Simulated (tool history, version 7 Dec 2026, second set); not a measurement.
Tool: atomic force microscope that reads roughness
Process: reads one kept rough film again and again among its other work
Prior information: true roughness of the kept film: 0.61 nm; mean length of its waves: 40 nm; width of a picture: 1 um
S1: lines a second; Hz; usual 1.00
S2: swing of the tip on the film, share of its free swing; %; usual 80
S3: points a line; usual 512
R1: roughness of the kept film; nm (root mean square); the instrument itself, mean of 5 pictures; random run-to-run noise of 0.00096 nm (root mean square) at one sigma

run,hour,S1,S2,S3,R1
1,0.0,1.00,80,512,0.5738
2,25.4,1.00,80,512,0.5734
# hour 33.7: new tip fitted
3,79.7,1.00,58,512,0.5923
4,126.0,1.00,58,512,0.5898
5,165.2,1.00,58,512,0.5877
# hour 194.4: new tip fitted
6,221.4,1.00,61,512,0.5925
7,265.5,1.00,61,512,0.5880
8,292.1,1.00,80,512,0.5727
9,320.2,1.00,80,512,0.5716
10,349.7,1.00,80,512,0.5710
# hour 353.0: new tip fitted
11,374.7,0.64,83,309,0.5796
12,400.0,0.64,83,309,0.5780
13,456.0,1.00,56,612,0.5893
14,489.9,1.00,70,512,0.5795

What does the tool deliver on the next run?
# hour 514.0: new tip fitted
15,541.4,1.00,70,512,?

R1: 0.5849 nm (root mean square)
With no hidden state in the tool, this same run would have given R1 0.5892 nm (root mean square).
